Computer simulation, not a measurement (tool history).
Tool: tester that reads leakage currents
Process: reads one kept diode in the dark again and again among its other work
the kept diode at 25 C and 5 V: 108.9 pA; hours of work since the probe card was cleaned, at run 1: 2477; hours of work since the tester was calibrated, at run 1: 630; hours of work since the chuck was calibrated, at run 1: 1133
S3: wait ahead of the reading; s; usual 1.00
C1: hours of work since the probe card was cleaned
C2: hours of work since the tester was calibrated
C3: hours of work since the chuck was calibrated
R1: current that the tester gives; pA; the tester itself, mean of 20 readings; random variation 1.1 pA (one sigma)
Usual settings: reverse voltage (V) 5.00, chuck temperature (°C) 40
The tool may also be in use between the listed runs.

run 1 hour=0.0 | reverse_voltage_(V)=5.00 chuck_temperature_(°C)=40 S3=1.00 | C1=2477 C2=630 C3=1133 | R1=349.37
run 2 hour=22.1 | reverse_voltage_(V)=2.08 chuck_temperature_(°C)=40 S3=1.00 | C1=2491 C2=644 C3=1147 | R1=205.89
run 3 hour=36.5 | reverse_voltage_(V)=2.08 chuck_temperature_(°C)=40 S3=1.00 | C1=2500 C2=653 C3=1156 | R1=205.81
run 4 hour=70.2 | reverse_voltage_(V)=5.00 chuck_temperature_(°C)=40 S3=1.00 | C1=2522 C2=675 C3=1178 | R1=348.71
run 5 hour=89.8 | reverse_voltage_(V)=5.00 chuck_temperature_(°C)=40 S3=0.32 | C1=2534 C2=687 C3=1190 | R1=348.61
run 6 hour=114.0 | reverse_voltage_(V)=5.00 chuck_temperature_(°C)=40 S3=1.00 | C1=2550 C2=703 C3=1206 | R1=347.93
run 7 hour=142.0 | reverse_voltage_(V)=5.00 chuck_temperature_(°C)=23 S3=1.00 | C1=2568 C2=721 C3=1223 | R1=90.91
run 8 hour=159.0 | reverse_voltage_(V)=5.00 chuck_temperature_(°C)=23 S3=1.00 | C1=2579 C2=732 C3=1234 | R1=90.32
run 9 hour=180.9 | reverse_voltage_(V)=5.00 chuck_temperature_(°C)=23 S3=1.00 | C1=2593 C2=746 C3=1248 | R1=90.03
run 10 hour=201.6 | reverse_voltage_(V)=5.00 chuck_temperature_(°C)=23 S3=1.00 | C1=2606 C2=759 C3=1262 | R1=90.72
run 11 hour=231.3 | reverse_voltage_(V)=5.00 chuck_temperature_(°C)=23 S3=1.00 | C1=2625 C2=778 C3=1281 | R1=90.27
run 12 hour=261.5 | reverse_voltage_(V)=5.00 chuck_temperature_(°C)=40 S3=1.00 | C1=2644 C2=797 C3=1300 | R1=345.22
run 13 hour=293.4 | reverse_voltage_(V)=5.00 chuck_temperature_(°C)=40 S3=1.00 | C1=2665 C2=818 C3=1320 | R1=343.25
run 14 hour=325.6 | reverse_voltage_(V)=5.00 chuck_temperature_(°C)=40 S3=1.00 | C1=2685 C2=838 C3=1341 | R1=343.22
run 15 hour=356.3 | reverse_voltage_(V)=5.00 chuck_temperature_(°C)=40 S3=1.00 | C1=2705 C2=858 C3=1360 | R1=341.10
run 16 hour=386.3 | reverse_voltage_(V)=5.00 chuck_temperature_(°C)=40 S3=1.00 | C1=2724 C2=877 C3=1380 | R1=339.91
run 17 hour=400.7 | reverse_voltage_(V)=5.00 chuck_temperature_(°C)=22 S3=1.00 | C1=2733 C2=886 C3=1389 | R1=83.26
run 18 hour=427.7 | reverse_voltage_(V)=5.00 chuck_temperature_(°C)=40 S3=0.52 | C1=2750 C2=903 C3=1406 | R1=340.96
run 19 hour=455.5 | reverse_voltage_(V)=5.00 chuck_temperature_(°C)=40 S3=0.52 | C1=2768 C2=921 C3=1424 | R1=340.54
run 20 hour=477.1 | reverse_voltage_(V)=5.00 chuck_temperature_(°C)=40 S3=0.52 | C1=2782 C2=935 C3=1438 | R1=340.35
run 21 hour=500.0 | reverse_voltage_(V)=9.90 chuck_temperature_(°C)=50 S3=2.87 | C1=2797 C2=950 C3=1452 | R1=1091.65
run 22 hour=526.3 | reverse_voltage_(V)=2.33 chuck_temperature_(°C)=50 S3=3.67 | C1=2813 C2=966 C3=1469 | R1=457.12
run 23 hour=554.4 | reverse_voltage_(V)=1.70 chuck_temperature_(°C)=40 S3=1.00 | C1=2831 C2=984 C3=1487 | R1=176.37
run 24 hour=577.6 | reverse_voltage_(V)=1.70 chuck_temperature_(°C)=40 S3=1.00 | C1=2846 C2=999 C3=1502 | R1=175.65
run 25 hour=603.6 | reverse_voltage_(V)=1.70 chuck_temperature_(°C)=40 S3=1.00 | C1=2863 C2=1016 C3=1519 | R1=174.72
run 26 hour=637.2 | reverse_voltage_(V)=1.35 chuck_temperature_(°C)=40 S3=0.50 | C1=2884 C2=1037 C3=1540 | R1=152.67
run 27 hour=664.4 | reverse_voltage_(V)=5.00 chuck_temperature_(°C)=23 S3=1.00 | C1=2902 C2=1055 C3=1557 | R1=88.19
run 28 hour=698.4 | reverse_voltage_(V)=3.18 chuck_temperature_(°C)=27 S3=7.76 | C1=2923 C2=1076 C3=1579 | R1=91.45
run 29 hour=729.9 | reverse_voltage_(V)=17.54 chuck_temperature_(°C)=27 S3=3.20 | C1=2944 C2=1096 C3=1599 | R1=270.40
run 30 hour=752.3 | reverse_voltage_(V)=4.86 chuck_temperature_(°C)=38 S3=1.00 | C1=2958 C2=1111 C3=1614 | R1=282.28
run 31 hour=784.6 | reverse_voltage_(V)=15.15 chuck_temperature_(°C)=48 S3=1.00 | C1=2979 C2=1131 C3=1634 | R1=1197.24
run 32 hour=816.3 | reverse_voltage_(V)=15.15 chuck_temperature_(°C)=48 S3=1.00 | C1=2999 C2=1152 C3=1655 | R1=1195.76
run 33 hour=847.8 | reverse_voltage_(V)=5.00 chuck_temperature_(°C)=58 S3=1.00 | C1=3019 C2=1172 C3=1675 | R1=1265.55
run 34 hour=867.2 | reverse_voltage_(V)=5.00 chuck_temperature_(°C)=40 S3=6.13 | C1=3031 C2=1184 C3=1687 | R1=333.05
run 35 hour=896.5 | reverse_voltage_(V)=17.51 chuck_temperature_(°C)=47 S3=9.36 | C1=3050 C2=1203 C3=1706 | R1=1207.44
run 36 hour=926.5 | reverse_voltage_(V)=1.74 chuck_temperature_(°C)=20 S3=1.00 | C1=3069 C2=1222 C3=1725 | R1=34.93
-- hour=930.8 chuck's temperature calibrated
run 37 hour=962.6 | reverse_voltage_(V)=3.81 chuck_temperature_(°C)=20 S3=0.66 | C1=3091 C2=1244 C3=20 | R1=68.13
run 38 hour=985.0 | reverse_voltage_(V)=3.24 chuck_temperature_(°C)=59 S3=4.21 | C1=3105 C2=1258 C3=35 | R1=1184.52
run 39 hour=1010.6 | reverse_voltage_(V)=3.24 chuck_temperature_(°C)=59 S3=4.21 | C1=3122 C2=1275 C3=51 | R1=1190.55
run 40 hour=1033.7 | reverse_voltage_(V)=10.29 chuck_temperature_(°C)=32 S3=4.21 | C1=3136 C2=1289 C3=66 | R1=319.88

Hidden state or all else? Some run-to-run changes of R1, split into what the settings, what came in and random variation would give without the hidden state, and what is left for the hidden state (with any gauge scatter that isn't in both results):
The hidden state here: stray current of the dirty probe card, pA a volt; current scale over the true one, %; true chuck temperature over the reading, C; drift of the gauge itself on leakage_pa, %.
Run 30 -> 31: reverse voltage (V) 4.86 -> 15.15, chuck temperature (°C) 38 -> 48. R1 +914.96 pA: hidden state -119.24, all else +1034.20.
Run 33 -> 34: chuck temperature (°C) 58 -> 40, S3 1.00 -> 6.13. R1 -932.50 pA: hidden state +139.41, all else -1071.91.
Run 35 -> 36: reverse voltage (V) 17.51 -> 1.74, chuck temperature (°C) 47 -> 20, S3 9.36 -> 1.00. R1 -1172.51 pA: hidden state +157.97, all else -1330.48.
Run 37 -> 38: reverse voltage (V) 3.81 -> 3.24, chuck temperature (°C) 20 -> 59, S3 0.66 -> 4.21. R1 +1116.39 pA: hidden state -18.47, all else +1134.86.

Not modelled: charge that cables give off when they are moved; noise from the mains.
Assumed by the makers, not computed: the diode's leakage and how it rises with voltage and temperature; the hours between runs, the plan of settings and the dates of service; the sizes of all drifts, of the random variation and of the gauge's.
